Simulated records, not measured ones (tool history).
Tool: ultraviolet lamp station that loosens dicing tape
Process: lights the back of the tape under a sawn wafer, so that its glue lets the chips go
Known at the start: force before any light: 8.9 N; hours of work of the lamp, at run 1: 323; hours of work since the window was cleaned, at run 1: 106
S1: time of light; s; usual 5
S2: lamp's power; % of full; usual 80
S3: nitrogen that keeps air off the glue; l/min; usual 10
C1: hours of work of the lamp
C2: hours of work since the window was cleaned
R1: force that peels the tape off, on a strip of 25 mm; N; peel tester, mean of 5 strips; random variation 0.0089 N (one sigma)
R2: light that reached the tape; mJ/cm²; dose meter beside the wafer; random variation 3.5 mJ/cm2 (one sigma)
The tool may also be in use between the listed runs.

{"run": 1, "hour": 0.0, "S1": 5, "S2": 80, "S3": 10, "C1": 323, "C2": 106, "R1": 0.515, "R2": 516}
{"run": 2, "hour": 29.7, "S1": 5, "S2": 94, "S3": 10, "C1": 337, "C2": 119, "R1": 0.337, "R2": 603}
{"run": 3, "hour": 68.0, "S1": 3, "S2": 80, "S3": 10, "C1": 355, "C2": 137, "R1": 1.663, "R2": 306}
{"run": 4, "hour": 106.7, "S1": 5, "S2": 80, "S3": 10, "C1": 373, "C2": 155, "R1": 0.546, "R2": 506}
{"run": 5, "hour": 146.7, "S1": 5, "S2": 80, "S3": 10, "C1": 392, "C2": 174, "R1": 0.582, "R2": 494}
{"run": 6, "hour": 169.0, "S1": 5, "S2": 80, "S3": 3, "C1": 402, "C2": 184, "R1": 1.195, "R2": 501}
{"run": 7, "hour": 205.9, "S1": 5, "S2": 80, "S3": 3, "C1": 419, "C2": 202, "R1": 1.151, "R2": 489}
{"run": 8, "hour": 222.7, "S1": 5, "S2": 80, "S3": 3, "C1": 427, "C2": 210, "R1": 1.247, "R2": 488}
{"run": 9, "hour": 262.7, "S1": 5, "S2": 80, "S3": 3, "C1": 446, "C2": 228, "R1": 1.274, "R2": 487}
{"run": 10, "hour": 297.0, "S1": 5, "S2": 69, "S3": 10, "C1": 462, "C2": 244, "R1": 0.899, "R2": 411}
{"run": 11, "hour": 315.0, "S1": 5, "S2": 69, "S3": 10, "C1": 470, "C2": 253, "R1": 0.942, "R2": 406}
{"run": 12, "hour": 351.8, "S1": 5, "S2": 69, "S3": 10, "C1": 488, "C2": 270, "R1": 0.935, "R2": 403}
{"run": 13, "hour": 384.4, "S1": 5, "S2": 69, "S3": 10, "C1": 503, "C2": 285, "R1": 0.915, "R2": 405}
{"run": 14, "hour": 417.9, "S1": 5, "S2": 63, "S3": 15, "C1": 518, "C2": 301, "R1": 1.002, "R2": 362}
{"run": 15, "hour": 438.2, "S1": 5, "S2": 63, "S3": 15, "C1": 528, "C2": 310, "R1": 0.996, "R2": 363}
{"run": 16, "hour": 472.4, "S1": 7, "S2": 66, "S3": 3, "C1": 544, "C2": 326, "R1": 1.025, "R2": 524}
{"hour": 490.8, "done": "window cleaned of glue's vapour"}
{"run": 17, "hour": 501.2, "S1": 7, "S2": 66, "S3": 3, "C1": 557, "C2": 5, "R1": 0.904, "R2": 564}
{"run": 18, "hour": 531.0, "S1": 5, "S2": 64, "S3": 10, "C1": 571, "C2": 19, "R1": 1.035, "R2": 388}
{"run": 19, "hour": 553.8, "S1": 8, "S2": 95, "S3": 9, "C1": 582, "C2": 29, "R1": 0.11, "R2": 915}
{"run": 20, "hour": 588.7, "S1": 7, "S2": 85, "S3": 10, "C1": 598, "C2": 46, "R1": 0.21, "R2": 697}
{"run": 21, "hour": 605.8, "S1": 7, "S2": 80, "S3": 10, "C1": 606, "C2": 54, "R1": 0.258, "R2": 666}
{"run": 22, "hour": 634.3, "S1": 7, "S2": 80, "S3": 6, "C1": 619, "C2": 67, "R1": 0.408, "R2": 656}
{"run": 23, "hour": 652.5, "S1": 7, "S2": 80, "S3": 6, "C1": 628, "C2": 75, "R1": 0.379, "R2": 649}
{"run": 24, "hour": 682.9, "S1": 7, "S2": 80, "S3": 6, "C1": 642, "C2": 90, "R1": 0.403, "R2": 652}
{"run": 25, "hour": 701.4, "S1": 5, "S2": 73, "S3": 10, "C1": 650, "C2": 98, "R1": 0.851, "R2": 423}

4 ways to go on from here, each from the tool as it stands after run 25. What would each give?
{"run": "A", "hour": 736.2, "S1": 4, "S2": 83, "S3": 7, "C1": 667, "C2": 115, "R1": "?", "R2": "?"}
{"run": "B", "hour": 736.2, "S1": 2, "S2": 73, "S3": 18, "C1": 667, "C2": 115, "R1": "?", "R2": "?"}
{"run": "C", "hour": 736.2, "S1": 5, "S2": 67, "S3": 10, "C1": 667, "C2": 115, "R1": "?", "R2": "?"}
{"run": "D", "hour": 736.2, "S1": 2, "S2": 66, "S3": 6, "C1": 667, "C2": 115, "R1": "?", "R2": "?"}

run=A R1=1.272 R2=379
run=B R1=3.017 R2=170
run=C R1=1.102 R2=385
run=D R1=4.252 R2=151
Without the tool's hidden state the same runs would have given:
run=A R1=0.750 R2=487
run=B R1=2.244 R2=218
run=C R1=0.622 R2=495
run=D R1=3.439 R2=193

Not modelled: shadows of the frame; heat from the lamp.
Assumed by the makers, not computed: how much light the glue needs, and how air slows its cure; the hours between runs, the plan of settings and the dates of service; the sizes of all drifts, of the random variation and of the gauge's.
